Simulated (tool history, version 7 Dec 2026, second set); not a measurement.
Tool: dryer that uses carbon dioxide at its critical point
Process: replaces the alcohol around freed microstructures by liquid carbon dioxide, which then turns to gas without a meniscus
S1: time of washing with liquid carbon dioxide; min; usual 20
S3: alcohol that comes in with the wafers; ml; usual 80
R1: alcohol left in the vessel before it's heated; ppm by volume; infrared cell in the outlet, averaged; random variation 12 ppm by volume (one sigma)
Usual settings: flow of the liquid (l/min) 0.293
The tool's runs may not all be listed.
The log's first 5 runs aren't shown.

{"run": 6, "hour": 104.2, "S1": 20, "flow of the liquid (l/min)": 0.293, "S3": 32, "R1": 546}
{"run": 7, "hour": 129.4, "S1": 20, "flow of the liquid (l/min)": 0.293, "S3": 32, "R1": 586}
{"run": 8, "hour": 145.8, "S1": 20, "flow of the liquid (l/min)": 0.293, "S3": 32, "R1": 592}
{"run": 9, "hour": 157.5, "S1": 20, "flow of the liquid (l/min)": 0.293, "S3": 32, "R1": 602}
{"run": 10, "hour": 170.5, "S1": 20, "flow of the liquid (l/min)": 0.293, "S3": 32, "R1": 610}
{"run": 11, "hour": 192.5, "S1": 20, "flow of the liquid (l/min)": 0.293, "S3": 80, "R1": 1198}
{"run": 12, "hour": 215.7, "S1": 20, "flow of the liquid (l/min)": 0.293, "S3": 80, "R1": 1250}
{"run": 13, "hour": 240.9, "S1": 20, "flow of the liquid (l/min)": 0.243, "S3": 80, "R1": 2390}
{"run": 14, "hour": 260.8, "S1": 20, "flow of the liquid (l/min)": 0.293, "S3": 80, "R1": 1280}
{"run": 15, "hour": 281.6, "S1": 20, "flow of the liquid (l/min)": 0.293, "S3": 80, "R1": 1343}
{"run": 16, "hour": 297.4, "S1": 20, "flow of the liquid (l/min)": 0.187, "S3": 20, "R1": 1492}
{"run": 17, "hour": 309.6, "S1": 20, "flow of the liquid (l/min)": 0.187, "S3": 20, "R1": 1490}
{"run": 18, "hour": 321.7, "S1": 18, "flow of the liquid (l/min)": 0.317, "S3": 28, "R1": 704}
{"run": 19, "hour": 332.6, "S1": 18, "flow of the liquid (l/min)": 0.317, "S3": 28, "R1": 676}
{"run": 20, "hour": 344.1, "S1": 18, "flow of the liquid (l/min)": 0.317, "S3": 28, "R1": 727}
{"run": 21, "hour": 355.7, "S1": 26, "flow of the liquid (l/min)": 0.393, "S3": 46, "R1": 283}
{"run": 22, "hour": 366.1, "S1": 26, "flow of the liquid (l/min)": 0.393, "S3": 46, "R1": 267}

The next listed run, before its measurement:
{"run": 23, "hour": 377.7, "S1": 16, "flow of the liquid (l/min)": 0.293, "S3": 58, "R1": "?"}

R1: 2375 ppm by volume
Without the tool's hidden state the same run would have given R1 1408 ppm by volume.
